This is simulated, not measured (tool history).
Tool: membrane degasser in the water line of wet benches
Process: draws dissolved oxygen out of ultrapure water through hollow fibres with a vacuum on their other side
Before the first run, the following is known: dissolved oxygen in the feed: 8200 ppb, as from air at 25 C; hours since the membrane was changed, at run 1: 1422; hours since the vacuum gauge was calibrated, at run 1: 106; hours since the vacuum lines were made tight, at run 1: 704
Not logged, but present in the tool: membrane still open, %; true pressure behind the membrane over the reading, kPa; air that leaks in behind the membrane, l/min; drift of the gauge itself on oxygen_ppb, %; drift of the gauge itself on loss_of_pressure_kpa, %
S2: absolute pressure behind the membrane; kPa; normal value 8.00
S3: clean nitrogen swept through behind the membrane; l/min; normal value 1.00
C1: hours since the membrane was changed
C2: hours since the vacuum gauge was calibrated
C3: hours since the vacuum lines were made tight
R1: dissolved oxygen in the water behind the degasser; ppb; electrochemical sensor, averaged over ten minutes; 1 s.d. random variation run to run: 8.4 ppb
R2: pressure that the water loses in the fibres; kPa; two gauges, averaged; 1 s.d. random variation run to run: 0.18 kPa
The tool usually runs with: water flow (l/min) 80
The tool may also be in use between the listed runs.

run 1 hour=0.0 | water_flow_(l/min)=80 S2=8.00 S3=1.00 | C1=1422 C2=106 C3=704 | R1=842.7 R2=32.18
run 2 hour=48.0 | water_flow_(l/min)=80 S2=8.00 S3=1.61 | C1=1470 C2=154 C3=752 | R1=683.1 R2=31.95
run 3 hour=87.1 | water_flow_(l/min)=80 S2=8.00 S3=1.00 | C1=1510 C2=193 C3=791 | R1=862.5 R2=32.18
run 4 hour=131.4 | water_flow_(l/min)=80 S2=8.00 S3=1.00 | C1=1554 C2=237 C3=836 | R1=830.4 R2=32.46
run 5 hour=182.7 | water_flow_(l/min)=80 S2=8.00 S3=1.00 | C1=1605 C2=289 C3=887 | R1=853.0 R2=32.21
run 6 hour=234.1 | water_flow_(l/min)=80 S2=8.00 S3=1.00 | C1=1657 C2=340 C3=938 | R1=860.5 R2=32.36
run 7 hour=268.5 | water_flow_(l/min)=80 S2=8.00 S3=1.00 | C1=1691 C2=374 C3=973 | R1=864.6 R2=32.54
run 8 hour=301.8 | water_flow_(l/min)=80 S2=8.00 S3=1.00 | C1=1724 C2=408 C3=1006 | R1=874.9 R2=32.37
run 9 hour=355.8 | water_flow_(l/min)=80 S2=8.00 S3=1.00 | C1=1778 C2=462 C3=1060 | R1=850.7 R2=32.24
run 10 hour=377.8 | water_flow_(l/min)=80 S2=8.00 S3=1.00 | C1=1800 C2=484 C3=1082 | R1=858.6 R2=32.35
run 11 hour=427.3 | water_flow_(l/min)=80 S2=8.00 S3=1.00 | C1=1850 C2=533 C3=1131 | R1=841.9 R2=32.38
-- hour=431.3 vacuum gauge calibrated
run 12 hour=461.0 | water_flow_(l/min)=80 S2=8.00 S3=1.00 | C1=1883 C2=30 C3=1165 | R1=854.8 R2=32.51
run 13 hour=504.2 | water_flow_(l/min)=80 S2=8.00 S3=1.00 | C1=1926 C2=73 C3=1208 | R1=862.0 R2=32.19
run 14 hour=535.3 | water_flow_(l/min)=71 S2=17.84 S3=0.65 | C1=1957 C2=104 C3=1239 | R1=2151.9 R2=28.96
run 15 hour=578.6 | water_flow_(l/min)=103 S2=11.58 S3=2.40 | C1=2001 C2=147 C3=1282 | R1=1063.9 R2=42.08
-- hour=593.8 vacuum gauge calibrated, once more
run 16 hour=605.0 | water_flow_(l/min)=83 S2=9.31 S3=1.89 | C1=2026 C2=11 C3=1308 | R1=795.7 R2=33.75
run 17 hour=631.2 | water_flow_(l/min)=70 S2=5.16 S3=1.89 | C1=2053 C2=37 C3=1334 | R1=358.5 R2=28.16
run 18 hour=680.4 | water_flow_(l/min)=80 S2=12.77 S3=1.00 | C1=2102 C2=87 C3=1384 | R1=1379.3 R2=32.61

What will run 19 give?
run 19 hour=710.5 | water_flow_(l/min)=80 S2=12.77 S3=1.00 | C1=2132 C2=117 C3=1414 | R1=? R2=?

Run 19 produced R1 1376.0 ppb, R2 32.69 kPa.
Without the tool's hidden state the same run would have given R1 1355.7 ppb, R2 31.87 kPa.
